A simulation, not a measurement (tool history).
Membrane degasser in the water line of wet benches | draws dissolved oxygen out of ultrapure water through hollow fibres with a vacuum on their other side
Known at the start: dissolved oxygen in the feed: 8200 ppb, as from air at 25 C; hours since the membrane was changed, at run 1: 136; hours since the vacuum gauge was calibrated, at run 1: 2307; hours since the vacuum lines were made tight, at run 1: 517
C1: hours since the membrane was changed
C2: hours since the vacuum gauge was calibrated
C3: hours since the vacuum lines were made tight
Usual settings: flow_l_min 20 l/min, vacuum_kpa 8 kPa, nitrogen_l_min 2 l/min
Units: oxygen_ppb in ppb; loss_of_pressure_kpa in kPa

{"run": 1, "day": 0.0, "flow_l_min": 20, "vacuum_kpa": 8, "nitrogen_l_min": 2, "C1": 136, "C2": 2307, "C3": 517, "oxygen_ppb": 297.1, "loss_of_pressure_kpa": 41.2}
{"run": 2, "day": 3.996, "flow_l_min": 20, "vacuum_kpa": 8, "nitrogen_l_min": 2, "C1": 232, "C2": 2402, "C3": 613, "oxygen_ppb": 300.9, "loss_of_pressure_kpa": 41.72}
{"run": 3, "day": 6.729, "flow_l_min": 20, "vacuum_kpa": 8, "nitrogen_l_min": 2, "C1": 298, "C2": 2468, "C3": 678, "oxygen_ppb": 295.3, "loss_of_pressure_kpa": 41.18}
{"run": 4, "day": 11.783, "flow_l_min": 20, "vacuum_kpa": 8, "nitrogen_l_min": 2, "C1": 419, "C2": 2589, "C3": 800, "oxygen_ppb": 296, "loss_of_pressure_kpa": 42.02}
{"run": 5, "day": 14.133, "flow_l_min": 20, "vacuum_kpa": 8, "nitrogen_l_min": 0.81, "C1": 476, "C2": 2646, "C3": 856, "oxygen_ppb": 431.7, "loss_of_pressure_kpa": 41.96}
{"run": 6, "day": 16.446, "flow_l_min": 20, "vacuum_kpa": 8, "nitrogen_l_min": 0.81, "C1": 531, "C2": 2701, "C3": 912, "oxygen_ppb": 425.1, "loss_of_pressure_kpa": 41.54}
{"run": 7, "day": 20.375, "flow_l_min": 20, "vacuum_kpa": 8, "nitrogen_l_min": 0.81, "C1": 625, "C2": 2796, "C3": 1006, "oxygen_ppb": 427.2, "loss_of_pressure_kpa": 41.87}
{"run": 8, "day": 24.458, "flow_l_min": 20, "vacuum_kpa": 8, "nitrogen_l_min": 0.81, "C1": 723, "C2": 2894, "C3": 1104, "oxygen_ppb": 424.2, "loss_of_pressure_kpa": 42.07}
{"run": 9, "day": 27.521, "flow_l_min": 20, "vacuum_kpa": 8, "nitrogen_l_min": 0.81, "C1": 797, "C2": 2967, "C3": 1177, "oxygen_ppb": 427.2, "loss_of_pressure_kpa": 42.01}
{"run": 10, "day": 32.646, "flow_l_min": 20, "vacuum_kpa": 8, "nitrogen_l_min": 0.81, "C1": 920, "C2": 3090, "C3": 1300, "oxygen_ppb": 434.7, "loss_of_pressure_kpa": 41.82}
{"run": 11, "day": 35.604, "flow_l_min": 20, "vacuum_kpa": 8, "nitrogen_l_min": 0.81, "C1": 991, "C2": 3161, "C3": 1371, "oxygen_ppb": 426.8, "loss_of_pressure_kpa": 42.12}
{"run": 12, "day": 39.267, "flow_l_min": 20, "vacuum_kpa": 8, "nitrogen_l_min": 0.81, "C1": 1079, "C2": 3249, "C3": 1459, "oxygen_ppb": 435.1, "loss_of_pressure_kpa": 42.14}
{"run": 13, "day": 43.508, "flow_l_min": 20, "vacuum_kpa": 8, "nitrogen_l_min": 0.81, "C1": 1181, "C2": 3351, "C3": 1561, "oxygen_ppb": 427.5, "loss_of_pressure_kpa": 42.1}
{"run": 14, "day": 45.679, "flow_l_min": 20, "vacuum_kpa": 8, "nitrogen_l_min": 0.81, "C1": 1233, "C2": 3403, "C3": 1613, "oxygen_ppb": 433.4, "loss_of_pressure_kpa": 41.99}
{"run": 15, "day": 50.367, "flow_l_min": 19, "vacuum_kpa": 11.03, "nitrogen_l_min": 2.25, "C1": 1345, "C2": 3515, "C3": 1726, "oxygen_ppb": 324.1, "loss_of_pressure_kpa": 39.92}
{"run": 16, "day": 53.738, "flow_l_min": 31, "vacuum_kpa": 5.22, "nitrogen_l_min": 2, "C1": 1426, "C2": 3596, "C3": 1807, "oxygen_ppb": 479.7, "loss_of_pressure_kpa": 65.71}
{"run": 17, "day": 58.829, "flow_l_min": 20, "vacuum_kpa": 8, "nitrogen_l_min": 2.13, "C1": 1548, "C2": 3718, "C3": 1929, "oxygen_ppb": 290, "loss_of_pressure_kpa": 42.39}
{"run": 18, "day": 61.567, "flow_l_min": 29, "vacuum_kpa": 8, "nitrogen_l_min": 1.43, "C1": 1614, "C2": 3784, "C3": 1995, "oxygen_ppb": 565.1, "loss_of_pressure_kpa": 61.38}
{"run": 19, "day": 65.421, "flow_l_min": 31, "vacuum_kpa": 8, "nitrogen_l_min": 3.48, "C1": 1706, "C2": 3877, "C3": 2087, "oxygen_ppb": 499.8, "loss_of_pressure_kpa": 65.45}
{"run": 20, "day": 69.562, "flow_l_min": 14, "vacuum_kpa": 13.59, "nitrogen_l_min": 0.96, "C1": 1806, "C2": 3976, "C3": 2186, "oxygen_ppb": 421.1, "loss_of_pressure_kpa": 29.57}
{"run": 21, "day": 73.45, "flow_l_min": 14, "vacuum_kpa": 13.59, "nitrogen_l_min": 0.96, "C1": 1899, "C2": 4069, "C3": 2280, "oxygen_ppb": 420.4, "loss_of_pressure_kpa": 29.5}
{"run": 22, "day": 76.288, "flow_l_min": 26, "vacuum_kpa": 6.85, "nitrogen_l_min": 2.84, "C1": 1967, "C2": 4137, "C3": 2348, "oxygen_ppb": 382.9, "loss_of_pressure_kpa": 54.83}
{"run": 23, "day": 79.633, "flow_l_min": 23, "vacuum_kpa": 8, "nitrogen_l_min": 2, "C1": 2048, "C2": 4218, "C3": 2428, "oxygen_ppb": 368.9, "loss_of_pressure_kpa": 48.99}
{"run": 24, "day": 84.175, "flow_l_min": 29, "vacuum_kpa": 7.42, "nitrogen_l_min": 2, "C1": 2157, "C2": 4327, "C3": 2537, "oxygen_ppb": 501.8, "loss_of_pressure_kpa": 61.89}

Forecast each of these 3 alternatives for the next run:
{"run": "A", "day": 87.7, "flow_l_min": 16, "vacuum_kpa": 13.02, "nitrogen_l_min": 1.48, "C1": 2241, "C2": 4411, "C3": 2622, "oxygen_ppb": "?", "loss_of_pressure_kpa": "?"}
{"run": "B", "day": 87.7, "flow_l_min": 22, "vacuum_kpa": 7.42, "nitrogen_l_min": 1.72, "C1": 2241, "C2": 4411, "C3": 2622, "oxygen_ppb": "?", "loss_of_pressure_kpa": "?"}
{"run": "C", "day": 87.7, "flow_l_min": 23, "vacuum_kpa": 11.18, "nitrogen_l_min": 1, "C1": 2241, "C2": 4411, "C3": 2622, "oxygen_ppb": "?", "loss_of_pressure_kpa": "?"}

run=A oxygen_ppb=351 loss_of_pressure_kpa=33.75
run=B oxygen_ppb=349.3 loss_of_pressure_kpa=46.51
run=C oxygen_ppb=611.7 loss_of_pressure_kpa=49.23
Without the tool's hidden state the same runs would have given:
run=A oxygen_ppb=350.8 loss_of_pressure_kpa=33.02
run=B oxygen_ppb=349.2 loss_of_pressure_kpa=45.5
run=C oxygen_ppb=611.5 loss_of_pressure_kpa=48.17
